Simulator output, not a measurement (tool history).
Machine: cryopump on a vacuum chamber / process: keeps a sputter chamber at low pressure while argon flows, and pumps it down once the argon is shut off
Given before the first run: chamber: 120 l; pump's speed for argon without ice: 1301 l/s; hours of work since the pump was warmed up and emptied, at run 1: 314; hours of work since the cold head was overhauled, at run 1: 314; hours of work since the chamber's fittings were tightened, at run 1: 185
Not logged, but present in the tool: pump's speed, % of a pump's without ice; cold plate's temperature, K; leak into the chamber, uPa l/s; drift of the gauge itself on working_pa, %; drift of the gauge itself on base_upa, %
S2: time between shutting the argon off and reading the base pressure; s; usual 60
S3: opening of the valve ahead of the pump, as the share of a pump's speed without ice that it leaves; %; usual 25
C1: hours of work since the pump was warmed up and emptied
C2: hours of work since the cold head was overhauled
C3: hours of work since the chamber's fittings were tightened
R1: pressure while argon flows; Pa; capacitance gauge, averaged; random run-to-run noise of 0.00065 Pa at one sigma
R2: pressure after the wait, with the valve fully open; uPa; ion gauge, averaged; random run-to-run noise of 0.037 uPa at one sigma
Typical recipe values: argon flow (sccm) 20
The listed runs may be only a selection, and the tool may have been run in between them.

{"run": 1, "hour": 0.0, "argon flow (sccm)": 20, "S2": 60, "S3": 25, "C1": 314, "C2": 314, "C3": 185, "R1": 0.1076, "R2": 2.13}
{"run": 2, "hour": 15.2, "argon flow (sccm)": 20, "S2": 60, "S3": 25, "C1": 322, "C2": 322, "C3": 192, "R1": 0.1088, "R2": 2.19}
{"run": 3, "hour": 25.0, "argon flow (sccm)": 20, "S2": 60, "S3": 25, "C1": 327, "C2": 327, "C3": 197, "R1": 0.1086, "R2": 2.1}
{"run": 4, "hour": 32.2, "argon flow (sccm)": 20, "S2": 76, "S3": 25, "C1": 330, "C2": 330, "C3": 201, "R1": 0.1085, "R2": 1.78}
{"run": 5, "hour": 42.0, "argon flow (sccm)": 20, "S2": 76, "S3": 25, "C1": 335, "C2": 335, "C3": 206, "R1": 0.1079, "R2": 1.77}
{"run": 6, "hour": 54.6, "argon flow (sccm)": 20, "S2": 76, "S3": 25, "C1": 341, "C2": 341, "C3": 212, "R1": 0.1079, "R2": 1.77}
{"run": 7, "hour": 70.4, "argon flow (sccm)": 20, "S2": 60, "S3": 16, "C1": 349, "C2": 349, "C3": 220, "R1": 0.1678, "R2": 2.2}
{"run": 8, "hour": 81.2, "argon flow (sccm)": 20, "S2": 239, "S3": 25, "C1": 355, "C2": 355, "C3": 225, "R1": 0.1081, "R2": 0.81}
{"run": 9, "hour": 97.1, "argon flow (sccm)": 20, "S2": 23, "S3": 25, "C1": 363, "C2": 363, "C3": 233, "R1": 0.1091, "R2": 5.26}
{"run": 10, "hour": 108.5, "argon flow (sccm)": 13, "S2": 67, "S3": 44, "C1": 368, "C2": 368, "C3": 239, "R1": 0.042, "R2": 2.05}
{"run": 11, "hour": 125.1, "argon flow (sccm)": 32, "S2": 165, "S3": 45, "C1": 377, "C2": 377, "C3": 248, "R1": 0.0995, "R2": 1.05}
{"run": 12, "hour": 137.4, "argon flow (sccm)": 32, "S2": 124, "S3": 45, "C1": 383, "C2": 383, "C3": 254, "R1": 0.1015, "R2": 1.23}
{"run": 13, "hour": 144.9, "argon flow (sccm)": 32, "S2": 124, "S3": 45, "C1": 387, "C2": 387, "C3": 257, "R1": 0.1004, "R2": 1.28}
{"run": 14, "hour": 161.5, "argon flow (sccm)": 29, "S2": 60, "S3": 31, "C1": 395, "C2": 395, "C3": 266, "R1": 0.1292, "R2": 2.16}
{"run": 15, "hour": 172.0, "argon flow (sccm)": 36, "S2": 64, "S3": 15, "C1": 400, "C2": 400, "C3": 271, "R1": 0.3213, "R2": 2.01}

Run 16 comes next. What will it give?
{"run": 16, "hour": 180.5, "argon flow (sccm)": 36, "S2": 64, "S3": 15, "C1": 405, "C2": 405, "C3": 275, "R1": "?", "R2": "?"}

Run 16 came out at R1 0.3227 Pa, R2 2.08 uPa.
Had the tool carried no hidden state, the very same run would have given R1 0.3126 Pa, R2 1.94 uPa.
